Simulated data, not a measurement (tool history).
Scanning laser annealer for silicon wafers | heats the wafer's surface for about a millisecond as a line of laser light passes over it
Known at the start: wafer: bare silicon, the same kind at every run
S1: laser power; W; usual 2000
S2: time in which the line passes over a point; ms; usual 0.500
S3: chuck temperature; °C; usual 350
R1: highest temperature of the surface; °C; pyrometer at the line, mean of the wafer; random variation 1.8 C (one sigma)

run,hour,S1,S2,S3,R1
1,0.0,2000,0.500,350,1031
2,73.1,2000,0.500,350,1028
3,139.6,2000,0.500,350,1025
# hour 198.3: window over the wafer cleaned
4,239.8,2000,0.500,350,1077
5,285.9,2000,0.500,350,1078
6,327.6,2000,0.500,350,1075
7,368.3,2000,0.543,350,1110
8,412.3,2162,0.500,350,1138
9,497.7,2162,0.500,350,1133
10,576.4,2162,0.500,350,1131
11,672.4,2162,0.500,350,1121
12,763.0,2162,0.430,350,1053
13,821.0,2000,0.500,350,1054
14,879.9,2000,0.500,350,1048
15,976.7,2000,0.500,343,1044
16,1063.8,2000,0.500,343,1035
17,1118.4,2000,0.500,343,1033
# hour 1161.2: optics aligned, line set to its width
18,1182.3,2000,0.425,350,983
19,1249.5,2000,0.425,350,979
# hour 1306.4: window over the wafer cleaned
20,1350.4,2000,0.425,350,1018
21,1419.2,2159,0.411,340,1053
22,1485.4,2000,0.524,320,1069
23,1577.8,1943,0.532,327,1051
24,1650.4,1835,0.500,347,1000
25,1728.8,1835,0.500,347,995
26,1787.3,1835,0.500,347,993
27,1878.4,1940,0.566,347,1084
28,1978.5,1908,0.500,321,991
29,2075.8,1889,0.517,318,988
30,2148.4,2055,0.517,388,1128
31,2209.5,2055,0.517,388,1122
32,2280.3,1828,0.500,336,959
33,2372.4,2000,0.446,350,995
# hour 2406.9: window over the wafer cleaned
34,2465.0,2000,0.446,350,1038
35,2542.6,1969,0.500,319,1037
36,2617.7,1921,0.500,350,1045
37,2695.8,2013,0.370,370,982

Measured less the same run without the tool's hidden state. The same run-to-run variation is in both; the gauge's scatter may not be:
The hidden state here: light that passes the window, % of a clean one's; laser's true power over the reading, %; width of the line over the set one, %; drift of the gauge itself on peak_c, C.
run,R1
1,-47
2,-51
3,-54
4,-3
5,-5
6,-7
7,-9
8,-12
9,-16
10,-20
11,-24
12,-26
13,-28
14,-31
15,-35
16,-38
17,-41
18,-31
19,-33
20,+4
21,+2
22,-2
23,-6
24,-8
25,-12
26,-13
27,-20
28,-22
29,-27
30,-33
31,-36
32,-34
33,-39
34,+6
35,+4
36,+0
37,-3

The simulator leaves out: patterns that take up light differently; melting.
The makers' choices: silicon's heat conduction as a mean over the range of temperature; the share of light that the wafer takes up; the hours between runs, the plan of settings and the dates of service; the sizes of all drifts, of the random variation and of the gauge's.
